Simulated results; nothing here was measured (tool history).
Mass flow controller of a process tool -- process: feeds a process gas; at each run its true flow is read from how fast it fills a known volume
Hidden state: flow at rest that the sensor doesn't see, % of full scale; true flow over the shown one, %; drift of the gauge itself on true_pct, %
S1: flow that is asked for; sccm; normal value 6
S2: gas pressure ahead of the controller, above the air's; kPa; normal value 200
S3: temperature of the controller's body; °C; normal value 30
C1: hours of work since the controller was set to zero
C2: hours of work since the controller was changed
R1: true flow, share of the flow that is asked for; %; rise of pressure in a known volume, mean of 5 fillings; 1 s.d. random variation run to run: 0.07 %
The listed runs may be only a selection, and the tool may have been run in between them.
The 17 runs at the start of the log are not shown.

run     hour  S1   S2  S3    C1    C2     R1
 18   5743.8  11  152  38  3926  3926  97.59
 19   6024.9   4  233  38  4042  4042  97.40
 20   6434.2   6  241  30  4211  4211  98.32
 21   6684.7  15  141  30  4314  4314  98.49
 22   6993.0  12  141  22  4442  4442  98.93
 23   7402.4  12  141  22  4611  4611  98.74
 24   7779.5  12  141  22  4766  4766  98.87
 25   8074.7   4  141  22  4888  4888  98.03
 26   8385.2   4  141  22  5016  5016  98.05
 27   8796.3   4  200  29  5186  5186  97.88
 28   9118.8   4  200  29  5319  5319  97.84
 29   9348.2   4  200  29  5413  5413  97.77
 30   9769.4   5  275  33  5587  5587  98.25
 31  10180.3   5  146  21  5757  5757  98.29
 32  10433.8   4  172  30  5861  5861  97.72
 33  10783.0  13  172  35  6005  6005  98.12
 34  10971.8  13  172  35  6083  6083  98.18

5 options for the next run, each taken on its own from the tool as it stands now. Forecast them:
  A  11407.2  14  200  30  6263  6263   ?
  B  11407.2   4  172  24  6263  6263   ?
  C  11407.2   7  243  30  6263  6263   ?
  D  11407.2   5  172  35  6263  6263   ?
  E  11407.2  13  172  23  6263  6263   ?

run     R1
  A  98.99
  B  98.17
  C  98.52
  D  97.58
  E  99.10
The same runs, with their run-to-run variation unchanged, on a tool lacking any hidden condition would have given:
run     R1
  A  98.99
  B  98.16
  C  98.51
  D  97.57
  E  99.10
